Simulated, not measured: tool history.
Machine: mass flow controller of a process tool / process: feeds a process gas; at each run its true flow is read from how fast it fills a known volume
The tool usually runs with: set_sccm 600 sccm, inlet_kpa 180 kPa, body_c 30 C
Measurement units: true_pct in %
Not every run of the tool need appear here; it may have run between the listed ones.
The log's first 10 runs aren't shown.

run	hour	set_sccm	inlet_kpa	body_c	hours of work since the controller was set to zero	hours of work since the controller was changed	true_pct
11	1301.9	600	180	30	2513	2513	101.52
12	1447.9	600	180	30	2579	2579	101.69
13	1536.1	600	180	30	2619	2619	101.65
14	1625.6	600	180	30	2660	2660	101.65
15	1793.6	600	180	30	2736	2736	101.61
16	1937.4	600	180	30	2801	2801	101.70
17	2026.6	600	180	30	2841	2841	101.67
18	2120.2	600	180	30	2883	2883	101.83
19	2296.1	953	196	30	2963	2963	101.98
20	2404.3	953	196	30	3012	3012	102.02
21	2537.9	953	196	30	3072	3072	102.04
22	2625.8	328	144	31	3112	3112	102.48
23	2804.3	328	144	31	3192	3192	102.38
24	2910.5	600	180	32	3240	3240	102.15
25	2988.0	133	234	34	3275	3275	104.80
26	3150.3	133	234	34	3349	3349	105.00
27	3282.8	600	163	36	3409	3409	102.71
28	3384.7	591	162	31	3455	3455	102.13
29	3473.6	591	162	31	3495	3495	102.20
30	3645.9	119	186	30	3573	3573	105.76
31	3810.2	479	242	39	3647	3647	103.03
32	3923.2	600	221	22	3698	3698	101.09
33	4020.8	600	185	22	3742	3742	101.35
34	4134.4	867	185	21	3794	3794	101.25
35	4268.7	867	185	21	3854	3854	101.24

Branching from run 35: 5 alternative next runs. What would each branch give?
A	4393.8	867	272	28	3911	3911	?
B	4393.8	867	256	21	3911	3911	?
C	4393.8	663	153	36	3911	3911	?
D	4393.8	457	142	36	3911	3911	?
E	4393.8	867	248	40	3911	3911	?

run	true_pct
A	101.80
B	101.03
C	103.05
D	103.25
E	103.17
The same runs, with their run-to-run variation unchanged, on a tool lacking any hidden condition would have given:
run	true_pct
A	99.92
B	99.15
C	100.93
D	100.66
E	101.29
